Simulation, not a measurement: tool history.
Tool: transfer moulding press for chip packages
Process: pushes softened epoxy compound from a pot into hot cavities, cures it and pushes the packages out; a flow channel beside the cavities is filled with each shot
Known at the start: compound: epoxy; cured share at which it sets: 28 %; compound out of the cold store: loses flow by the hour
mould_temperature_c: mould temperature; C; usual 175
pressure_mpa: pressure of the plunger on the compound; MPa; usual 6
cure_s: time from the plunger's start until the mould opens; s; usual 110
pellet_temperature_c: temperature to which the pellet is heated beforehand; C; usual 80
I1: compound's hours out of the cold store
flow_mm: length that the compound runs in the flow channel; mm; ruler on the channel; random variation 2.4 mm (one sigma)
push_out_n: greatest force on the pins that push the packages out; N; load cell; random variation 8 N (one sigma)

Run 1, hour 0: usual settings; I1 34.1. Result: flow_mm 794 mm, push_out_n 702 N.
At hour 7: cavities cleaned with cleaning compound and waxed.
Run 2, hour 28.7: usual settings; I1 34.7. Result: flow_mm 789 mm, push_out_n 860 N.
Run 3, hour 54.3: usual settings; I1 47.9. Result: flow_mm 746 mm, push_out_n 802 N.
At hour 61: cavities cleaned with cleaning compound and waxed.
Run 4, hour 79: usual settings; I1 25.4. Result: flow_mm 813 mm, push_out_n 583 N.
Run 5, hour 102.1: usual settings; I1 25.1. Result: flow_mm 813 mm, push_out_n 668 N.
At hour 115.2: cavities cleaned with cleaning compound and waxed.
Run 6, hour 139.1: usual settings; I1 22. Result: flow_mm 826 mm, push_out_n 604 N.
At hour 168.4: cavities cleaned with cleaning compound and waxed.
Run 7, hour 170.2: usual settings but cure_s 124 s; I1 17.1. Result: flow_mm 836 mm, push_out_n 363 N.
At hour 195: mould's thermocouples calibrated.
Run 8, hour 197: usual settings but cure_s 124 s; I1 43.3. Result: flow_mm 737 mm, push_out_n 567 N.
At hour 218.5: cavities cleaned with cleaning compound and waxed, once more.
Run 9, hour 218.6: usual settings but mould_temperature_c 170 C; I1 25.1. Result: flow_mm 823 mm, push_out_n 463 N.
Run 10, hour 243.2: usual settings but mould_temperature_c 170 C; I1 14.5. Result: flow_mm 860 mm, push_out_n 776 N.
At hour 247.6: plunger's sealing rings changed.
At hour 273.1: cavities cleaned with cleaning compound and waxed.
Run 11, hour 279.8: usual settings but mould_temperature_c 170 C; I1 14. Result: flow_mm 890 mm, push_out_n 556 N.
Run 12, hour 314.8: usual settings; I1 10.5. Result: flow_mm 879 mm, push_out_n 675 N.
At hour 326.6: cavities cleaned with cleaning compound and waxed.
Run 13, hour 348.2: usual settings; I1 42.2. Result: flow_mm 764 mm, push_out_n 585 N.
At hour 379.8: cavities cleaned with cleaning compound and waxed.
Run 14, hour 381.9: usual settings; I1 12.1. Result: flow_mm 862 mm, push_out_n 403 N.
Run 15, hour 406.9: usual settings but pellet_temperature_c 90 C; I1 36. Result: flow_mm 773 mm, push_out_n 623 N.
At hour 432.2: cavities cleaned with cleaning compound and waxed.
Run 16, hour 441.9: usual settings but mould_temperature_c 168 C, cure_s 114 s, pellet_temperature_c 90 C; I1 16.9. Result: flow_mm 877 mm, push_out_n 647 N.
Run 17, hour 459.6: usual settings but mould_temperature_c 172 C, pressure_mpa 5.55 MPa, cure_s 92 s, pellet_temperature_c 87 C; I1 36.6. Result: flow_mm 754 mm, push_out_n 900 N.
Run 18, hour 477.9: usual settings but mould_temperature_c 180 C; I1 14.1. Result: flow_mm 822 mm, push_out_n 627 N.
At hour 486.7: cavities cleaned with cleaning compound and waxed.
Run 19, hour 513.5: usual settings but mould_temperature_c 180 C; I1 43.8. Result: flow_mm 721 mm, push_out_n 532 N.
Run 20, hour 532.1: usual settings but pressure_mpa 7.36 MPa, cure_s 96 s; I1 21.7. Result: flow_mm 903 mm, push_out_n 842 N.
At hour 538.9: cavities cleaned with cleaning compound and waxed.
Run 21, hour 559.1: usual settings but mould_temperature_c 169 C, pressure_mpa 7.36 MPa, cure_s 94 s; I1 20.6. Result: flow_mm 934 mm, push_out_n 1090 N.
At hour 578.4: plunger's sealing rings changed.
At hour 595.8: cavities cleaned with cleaning compound and waxed.
Run 22, hour 597.4: usual settings but cure_s 145 s, pellet_temperature_c 87 C; I1 9. Result: flow_mm 886 mm, push_out_n 334 N.
Run 23, hour 626.2: usual settings but pressure_mpa 4.69 MPa, cure_s 136 s, pellet_temperature_c 85 C; I1 31.6. Result: flow_mm 707 mm, push_out_n 560 N.
Run 24, hour 642.9: usual settings but mould_temperature_c 173 C, pressure_mpa 4.69 MPa, cure_s 136 s, pellet_temperature_c 85 C; I1 8.9. Result: flow_mm 792 mm, push_out_n 614 N.
At hour 649.2: cavities cleaned with cleaning compound and waxed.
Run 25, hour 675.8: usual settings but mould_temperature_c 173 C, pressure_mpa 4.69 MPa, cure_s 136 s, pellet_temperature_c 85 C; I1 36.3. Result: flow_mm 701 mm, push_out_n 541 N.
At hour 703.5: cavities cleaned with cleaning compound and waxed.
Run 26, hour 704.1: usual settings but mould_temperature_c 173 C, pressure_mpa 4.61 MPa, cure_s 148 s, pellet_temperature_c 85 C; I1 14.1. Result: flow_mm 762 mm, push_out_n 334 N.
Run 27, hour 728.4: usual settings but mould_temperature_c 176 C, pressure_mpa 5.24 MPa, cure_s 119 s, pellet_temperature_c 84 C; I1 24.8. Result: flow_mm 761 mm, push_out_n 546 N.

Measured less the same run without the tool's hidden state. The same run-to-run variation is in both; the gauge's scatter may not be:
The hidden state here: true mould temperature over the reading, C; pressure that reaches the compound, % of what is set; grip of the stained cavities, % over clean ones'; drift of the gauge itself on flow_mm, %; drift of the gauge itself on push_out_n, %.
run  flow_mm  push_out_n
  1       -7        +353
  2       -9        +507
  3      -11        +455
  4      -14        +225
  5      -16        +327
  6      -21        +256
  7      -24         +29
  8      -29        +238
  9      -35         +10
 10      -40        +319
 11       -4        +119
 12       -8        +319
 13      -10        +223
 14      -15         +31
 15      -16        +260
 16      -22        +168
 17      -21        +387
 18      -25        +305
 19      -25        +217
 20      -33        +418
 21      -37        +435
 22       +1         +26
 23       -2        +247
 24       -4        +302
 25       -6        +227
 26      -10         +13
 27      -13        +221
